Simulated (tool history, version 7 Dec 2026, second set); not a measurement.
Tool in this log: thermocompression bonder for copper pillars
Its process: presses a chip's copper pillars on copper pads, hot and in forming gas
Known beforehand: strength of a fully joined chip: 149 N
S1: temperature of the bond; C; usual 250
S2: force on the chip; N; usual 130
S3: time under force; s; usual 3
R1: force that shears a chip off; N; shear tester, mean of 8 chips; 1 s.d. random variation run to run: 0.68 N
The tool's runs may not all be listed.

{"run": 1, "hour": 0.0, "S1": 250, "S2": 130, "S3": 3, "R1": 77.2}
{"run": 2, "hour": 28.0, "S1": 250, "S2": 85, "S3": 3, "R1": 54.5}
{"run": 3, "hour": 65.2, "S1": 250, "S2": 85, "S3": 3, "R1": 54.0}
{"run": 4, "hour": 98.1, "S1": 250, "S2": 85, "S3": 3, "R1": 54.2}
{"run": 5, "hour": 122.5, "S1": 250, "S2": 85, "S3": 3, "R1": 53.7}
{"run": 6, "hour": 159.0, "S1": 239, "S2": 85, "S3": 3, "R1": 44.6}
{"run": 7, "hour": 193.0, "S1": 239, "S2": 85, "S3": 3, "R1": 45.4}
{"run": 8, "hour": 221.8, "S1": 239, "S2": 85, "S3": 3, "R1": 44.7}
{"run": 9, "hour": 252.1, "S1": 239, "S2": 85, "S3": 3, "R1": 46.3}
{"run": 10, "hour": 271.9, "S1": 250, "S2": 130, "S3": 3, "R1": 81.0}
{"run": 11, "hour": 306.8, "S1": 256, "S2": 130, "S3": 3, "R1": 84.9}
{"run": 12, "hour": 332.5, "S1": 256, "S2": 130, "S3": 3, "R1": 83.7}
{"run": 13, "hour": 363.7, "S1": 250, "S2": 130, "S3": 3, "R1": 79.3}
{"run": 14, "hour": 396.2, "S1": 250, "S2": 130, "S3": 3, "R1": 78.2}
{"run": 15, "hour": 435.5, "S1": 238, "S2": 130, "S3": 3, "R1": 67.6}
{"run": 16, "hour": 466.5, "S1": 250, "S2": 127, "S3": 3, "R1": 74.7}
{"run": 17, "hour": 506.6, "S1": 236, "S2": 130, "S3": 8, "R1": 90.0}
{"run": 18, "hour": 547.0, "S1": 238, "S2": 130, "S3": 8, "R1": 91.2}
{"run": 19, "hour": 586.7, "S1": 267, "S2": 78, "S3": 3, "R1": 56.9}
{"run": 20, "hour": 613.6, "S1": 267, "S2": 78, "S3": 3, "R1": 56.6}
{"run": 21, "hour": 639.3, "S1": 267, "S2": 130, "S3": 3, "R1": 87.7}
{"run": 22, "hour": 669.5, "S1": 267, "S2": 130, "S3": 3, "R1": 87.2}
{"run": 23, "hour": 711.2, "S1": 267, "S2": 130, "S3": 3, "R1": 97.2}
{"run": 24, "hour": 728.9, "S1": 267, "S2": 130, "S3": 3, "R1": 95.8}
{"run": 25, "hour": 758.1, "S1": 267, "S2": 130, "S3": 3, "R1": 95.2}
{"run": 26, "hour": 784.8, "S1": 267, "S2": 130, "S3": 3, "R1": 94.1}
{"run": 27, "hour": 813.4, "S1": 250, "S2": 93, "S3": 3, "R1": 58.5}
{"run": 28, "hour": 837.7, "S1": 252, "S2": 136, "S3": 3, "R1": 82.8}
{"run": 29, "hour": 860.9, "S1": 230, "S2": 168, "S3": 3, "R1": 76.4}
{"run": 30, "hour": 880.5, "S1": 250, "S2": 164, "S3": 3, "R1": 94.1}

Withheld: 5 entries from between the runs. Position of each, and hidden state at the listed run before versus the listed run after:
After run 1, before run 2: heater calibrated with a thermocouple chip (hour 5.7)
  true temperature of the bond over the reading, C: -5.3 -> -1.2; force that reaches the chip, % of what is set: 95.9 -> 95.8; oxide that the forming gas leaves, % of the face: 2.31 -> 2.53
  the result without the hidden state subtracted from the measured one, R1: -9.1 -> -4.5 N
After run 8, before run 9: forming gas filter changed (hour 236.6)
  true temperature of the bond over the reading, C: -2.3 -> -2.5; force that reaches the chip, % of what is set: 95.1 -> 95; oxide that the forming gas leaves, % of the face: 4.23 -> 0.69
  the result without the hidden state subtracted from the measured one, R1: -5.9 -> -4.4 N
After run 18, before run 19: force cell calibrated (hour 552.4)
  true temperature of the bond over the reading, C: -4.2 -> -4.4; force that reaches the chip, % of what is set: 93.9 -> 91.9; oxide that the forming gas leaves, % of the face: 3.32 -> 3.66
  the result without the hidden state subtracted from the measured one, R1: -11.1 -> -10.4 N
After run 22, before run 23: forming gas filter changed (hour 675.6); force cell calibrated, once more (hour 683.9)
  true temperature of the bond over the reading, C: -4.9 -> -5.1; force that reaches the chip, % of what is set: 91.6 -> 99; oxide that the forming gas leaves, % of the face: 4.34 -> 0.86
  the result without the hidden state subtracted from the measured one, R1: -13.8 -> -5.5 N
